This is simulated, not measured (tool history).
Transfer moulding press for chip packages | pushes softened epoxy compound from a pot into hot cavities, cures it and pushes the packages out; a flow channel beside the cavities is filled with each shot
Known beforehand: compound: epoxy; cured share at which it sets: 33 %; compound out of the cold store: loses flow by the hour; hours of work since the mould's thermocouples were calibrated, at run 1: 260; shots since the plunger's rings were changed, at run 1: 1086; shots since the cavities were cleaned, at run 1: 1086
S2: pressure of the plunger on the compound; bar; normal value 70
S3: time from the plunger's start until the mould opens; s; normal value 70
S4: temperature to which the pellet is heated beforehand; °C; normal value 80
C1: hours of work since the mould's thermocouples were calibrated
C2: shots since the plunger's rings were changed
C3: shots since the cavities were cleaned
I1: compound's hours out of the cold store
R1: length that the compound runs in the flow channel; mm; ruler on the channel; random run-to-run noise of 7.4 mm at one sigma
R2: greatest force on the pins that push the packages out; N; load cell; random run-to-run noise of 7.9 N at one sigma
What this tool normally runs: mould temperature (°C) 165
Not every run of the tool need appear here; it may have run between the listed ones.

{"run": 1, "hour": 0.0, "mould temperature (°C)": 165, "S2": 70, "S3": 70, "S4": 80, "C1": 260, "C2": 1086, "C3": 1086, "I1": 45.5, "R1": 769, "R2": 549}
{"hour": 5.2, "done": "cavities cleaned with cleaning compound and waxed"}
{"run": 2, "hour": 31.2, "mould temperature (°C)": 165, "S2": 70, "S3": 70, "S4": 80, "C1": 277, "C2": 1550, "C3": 407, "I1": 11.2, "R1": 945, "R2": 541}
{"run": 3, "hour": 72.3, "mould temperature (°C)": 165, "S2": 70, "S3": 70, "S4": 80, "C1": 301, "C2": 2194, "C3": 1051, "I1": 18.4, "R1": 904, "R2": 575}
{"hour": 79.6, "done": "cavities cleaned with cleaning compound and waxed"}
{"run": 4, "hour": 94.3, "mould temperature (°C)": 165, "S2": 70, "S3": 70, "S4": 80, "C1": 313, "C2": 2515, "C3": 230, "I1": 9.9, "R1": 941, "R2": 517}
{"run": 5, "hour": 122.6, "mould temperature (°C)": 162, "S2": 70, "S3": 70, "S4": 80, "C1": 329, "C2": 2957, "C3": 672, "I1": 10.2, "R1": 941, "R2": 752}
{"run": 6, "hour": 147.3, "mould temperature (°C)": 162, "S2": 70, "S3": 70, "S4": 80, "C1": 344, "C2": 3344, "C3": 1059, "I1": 31.3, "R1": 835, "R2": 700}
{"hour": 155.3, "done": "cavities cleaned with cleaning compound and waxed"}
{"run": 7, "hour": 166.9, "mould temperature (°C)": 162, "S2": 70, "S3": 70, "S4": 80, "C1": 354, "C2": 3628, "C3": 181, "I1": 25, "R1": 852, "R2": 566}
{"run": 8, "hour": 206.8, "mould temperature (°C)": 162, "S2": 70, "S3": 70, "S4": 80, "C1": 378, "C2": 4252, "C3": 805, "I1": 24.4, "R1": 849, "R2": 703}
{"hour": 229.9, "done": "cavities cleaned with cleaning compound and waxed"}
{"run": 9, "hour": 245.7, "mould temperature (°C)": 165, "S2": 70, "S3": 70, "S4": 80, "C1": 399, "C2": 4838, "C3": 248, "I1": 37.8, "R1": 763, "R2": 454}
{"run": 10, "hour": 278.9, "mould temperature (°C)": 165, "S2": 70, "S3": 70, "S4": 80, "C1": 419, "C2": 5357, "C3": 767, "I1": 16, "R1": 862, "R2": 589}
{"hour": 304.3, "done": "cavities cleaned with cleaning compound and waxed"}
{"run": 11, "hour": 307.4, "mould temperature (°C)": 165, "S2": 70, "S3": 70, "S4": 80, "C1": 435, "C2": 5780, "C3": 49, "I1": 30.4, "R1": 784, "R2": 388}
{"hour": 313.0, "done": "plunger's sealing rings changed"}
{"run": 12, "hour": 343.6, "mould temperature (°C)": 162, "S2": 70, "S3": 70, "S4": 80, "C1": 454, "C2": 479, "C3": 577, "I1": 19.4, "R1": 939, "R2": 720}
{"hour": 379.8, "done": "cavities cleaned with cleaning compound and waxed"}
{"run": 13, "hour": 379.8, "mould temperature (°C)": 165, "S2": 68.8, "S3": 64, "S4": 80, "C1": 474, "C2": 1022, "C3": 0, "I1": 32.4, "R1": 841, "R2": 436}
{"run": 14, "hour": 414.8, "mould temperature (°C)": 165, "S2": 68.8, "S3": 64, "S4": 89, "C1": 495, "C2": 1570, "C3": 548, "I1": 38.9, "R1": 799, "R2": 595}
{"run": 15, "hour": 441.0, "mould temperature (°C)": 165, "S2": 70, "S3": 70, "S4": 80, "C1": 510, "C2": 1980, "C3": 958, "I1": 8.1, "R1": 965, "R2": 622}
{"hour": 453.5, "done": "cavities cleaned with cleaning compound and waxed"}
{"run": 16, "hour": 479.3, "mould temperature (°C)": 173, "S2": 58.7, "S3": 70, "S4": 87, "C1": 532, "C2": 2557, "C3": 405, "I1": 38.9, "R1": 696, "R2": 364}
{"run": 17, "hour": 518.2, "mould temperature (°C)": 173, "S2": 68, "S3": 70, "S4": 87, "C1": 554, "C2": 3165, "C3": 1013, "I1": 14.2, "R1": 880, "R2": 416}
{"hour": 529.3, "done": "cavities cleaned with cleaning compound and waxed"}
{"run": 18, "hour": 560.4, "mould temperature (°C)": 173, "S2": 68, "S3": 70, "S4": 87, "C1": 578, "C2": 3802, "C3": 487, "I1": 44.7, "R1": 706, "R2": 390}
{"run": 19, "hour": 586.7, "mould temperature (°C)": 173, "S2": 68, "S3": 70, "S4": 87, "C1": 593, "C2": 4215, "C3": 900, "I1": 12.1, "R1": 872, "R2": 444}
{"hour": 602.2, "done": "cavities cleaned with cleaning compound and waxed"}
{"run": 20, "hour": 607.7, "mould temperature (°C)": 165, "S2": 70, "S3": 59, "S4": 80, "C1": 605, "C2": 4519, "C3": 85, "I1": 40.9, "R1": 751, "R2": 555}
{"run": 21, "hour": 642.6, "mould temperature (°C)": 157, "S2": 70, "S3": 66, "S4": 80, "C1": 625, "C2": 5066, "C3": 632, "I1": 28.9, "R1": 843, "R2": 1213}
{"run": 22, "hour": 671.8, "mould temperature (°C)": 159, "S2": 70.4, "S3": 92, "S4": 80, "C1": 642, "C2": 5522, "C3": 1088, "I1": 46.4, "R1": 729, "R2": 505}
{"hour": 676.8, "done": "cavities cleaned with cleaning compound and waxed"}
{"hour": 693.4, "done": "plunger's sealing rings changed"}
{"run": 23, "hour": 715.9, "mould temperature (°C)": 162, "S2": 74.2, "S3": 92, "S4": 71, "C1": 666, "C2": 353, "C3": 573, "I1": 38.5, "R1": 867, "R2": 457}
{"run": 24, "hour": 740.1, "mould temperature (°C)": 162, "S2": 74.2, "S3": 92, "S4": 77, "C1": 680, "C2": 731, "C3": 951, "I1": 46.6, "R1": 807, "R2": 471}

Here are 3 independent what-if runs from the current tool condition. What would each one return?
{"hour": 753.7, "done": "cavities cleaned with cleaning compound and waxed"}
{"run": "A", "hour": 776.7, "mould temperature (°C)": 162, "S2": 74.2, "S3": 97, "S4": 77, "C1": 700, "C2": 1280, "C3": 359, "I1": 23.9, "R1": "?", "R2": "?"}
{"hour": 753.7, "done": "cavities cleaned with cleaning compound and waxed"}
{"run": "B", "hour": 776.7, "mould temperature (°C)": 162, "S2": 74.2, "S3": 92, "S4": 73, "C1": 700, "C2": 1280, "C3": 359, "I1": 15.3, "R1": "?", "R2": "?"}
{"hour": 753.7, "done": "cavities cleaned with cleaning compound and waxed"}
{"run": "C", "hour": 776.7, "mould temperature (°C)": 165, "S2": 70, "S3": 62, "S4": 80, "C1": 700, "C2": 1280, "C3": 359, "I1": 20.4, "R1": "?", "R2": "?"}

run=A R1=928 R2=386
run=B R1=990 R2=443
run=C R1=912 R2=724
With the hidden condition removed and each run's random variation left untouched, the same runs would have given:
run=A R1=945 R2=260
run=B R1=1008 R2=296
run=C R1=929 R2=465

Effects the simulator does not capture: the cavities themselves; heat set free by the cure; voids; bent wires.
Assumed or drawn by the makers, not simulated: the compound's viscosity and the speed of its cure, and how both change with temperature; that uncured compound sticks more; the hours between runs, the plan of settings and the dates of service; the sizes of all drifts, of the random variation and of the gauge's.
